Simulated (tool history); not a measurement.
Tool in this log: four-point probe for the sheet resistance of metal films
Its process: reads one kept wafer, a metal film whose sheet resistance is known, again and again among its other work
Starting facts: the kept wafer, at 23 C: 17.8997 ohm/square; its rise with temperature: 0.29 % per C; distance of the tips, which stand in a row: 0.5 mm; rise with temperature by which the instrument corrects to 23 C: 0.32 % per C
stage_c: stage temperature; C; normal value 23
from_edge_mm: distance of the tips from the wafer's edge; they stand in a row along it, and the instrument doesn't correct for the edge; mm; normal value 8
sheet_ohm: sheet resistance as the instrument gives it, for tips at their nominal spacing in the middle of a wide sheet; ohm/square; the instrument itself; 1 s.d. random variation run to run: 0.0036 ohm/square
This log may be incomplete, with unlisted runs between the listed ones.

{"run": 1, "hour": 0.0, "stage_c": 23, "from_edge_mm": 8, "sheet_ohm": 17.937563}
{"run": 2, "hour": 16.9, "stage_c": 23, "from_edge_mm": 8, "sheet_ohm": 17.937042}
{"run": 3, "hour": 36.8, "stage_c": 23, "from_edge_mm": 8, "sheet_ohm": 17.93605}
{"run": 4, "hour": 60.6, "stage_c": 27, "from_edge_mm": 8, "sheet_ohm": 17.917803}
{"run": 5, "hour": 76.5, "stage_c": 23, "from_edge_mm": 6, "sheet_ohm": 17.96467}
{"run": 6, "hour": 92.3, "stage_c": 23, "from_edge_mm": 6, "sheet_ohm": 17.972953}
{"run": 7, "hour": 108.0, "stage_c": 23, "from_edge_mm": 8, "sheet_ohm": 17.940751}
{"run": 8, "hour": 133.6, "stage_c": 23, "from_edge_mm": 27, "sheet_ohm": 17.906284}
{"run": 9, "hour": 151.4, "stage_c": 23, "from_edge_mm": 27, "sheet_ohm": 17.902225}
{"run": 10, "hour": 165.5, "stage_c": 23, "from_edge_mm": 8, "sheet_ohm": 17.941194}
{"run": 11, "hour": 178.9, "stage_c": 23, "from_edge_mm": 8, "sheet_ohm": 17.93343}
{"run": 12, "hour": 206.1, "stage_c": 23, "from_edge_mm": 8, "sheet_ohm": 17.93937}
{"run": 13, "hour": 225.1, "stage_c": 19, "from_edge_mm": 8, "sheet_ohm": 17.958396}
{"run": 14, "hour": 244.0, "stage_c": 23, "from_edge_mm": 15, "sheet_ohm": 17.915986}
{"run": 15, "hour": 257.0, "stage_c": 23, "from_edge_mm": 8, "sheet_ohm": 17.939516}
{"run": 16, "hour": 279.4, "stage_c": 23, "from_edge_mm": 9, "sheet_ohm": 17.927329}
{"run": 17, "hour": 294.5, "stage_c": 27, "from_edge_mm": 8, "sheet_ohm": 17.923597}
{"run": 18, "hour": 312.5, "stage_c": 27, "from_edge_mm": 8, "sheet_ohm": 17.920686}
{"run": 19, "hour": 337.2, "stage_c": 23, "from_edge_mm": 5, "sheet_ohm": 18.000275}
{"run": 20, "hour": 356.6, "stage_c": 25, "from_edge_mm": 8, "sheet_ohm": 17.922464}
{"run": 21, "hour": 383.5, "stage_c": 23, "from_edge_mm": 4, "sheet_ohm": 18.055309}
{"run": 22, "hour": 411.4, "stage_c": 23, "from_edge_mm": 4, "sheet_ohm": 18.047263}
{"run": 23, "hour": 438.2, "stage_c": 23, "from_edge_mm": 8, "sheet_ohm": 17.934686}
{"run": 24, "hour": 453.3, "stage_c": 18, "from_edge_mm": 8, "sheet_ohm": 17.958934}
{"run": 25, "hour": 480.0, "stage_c": 24, "from_edge_mm": 13, "sheet_ohm": 17.910397}
{"run": 26, "hour": 504.3, "stage_c": 24, "from_edge_mm": 13, "sheet_ohm": 17.907132}
{"run": 27, "hour": 528.8, "stage_c": 27, "from_edge_mm": 22, "sheet_ohm": 17.884297}
{"run": 28, "hour": 551.2, "stage_c": 22, "from_edge_mm": 9, "sheet_ohm": 17.935329}
{"run": 29, "hour": 570.4, "stage_c": 25, "from_edge_mm": 6, "sheet_ohm": 17.958411}
{"run": 30, "hour": 593.1, "stage_c": 29, "from_edge_mm": 28, "sheet_ohm": 17.872235}
{"run": 31, "hour": 613.3, "stage_c": 28, "from_edge_mm": 5, "sheet_ohm": 17.970903}
{"run": 32, "hour": 627.6, "stage_c": 28, "from_edge_mm": 5, "sheet_ohm": 17.975568}

Forecast run 33:
{"run": 33, "hour": 653.7, "stage_c": 26, "from_edge_mm": 6, "sheet_ohm": "?"}

Run 33 measured sheet_ohm 17.955878 ohm/square.
With the hidden condition absent and the run-to-run variation left alone, this run would have shown sheet_ohm 17.954267 ohm/square.
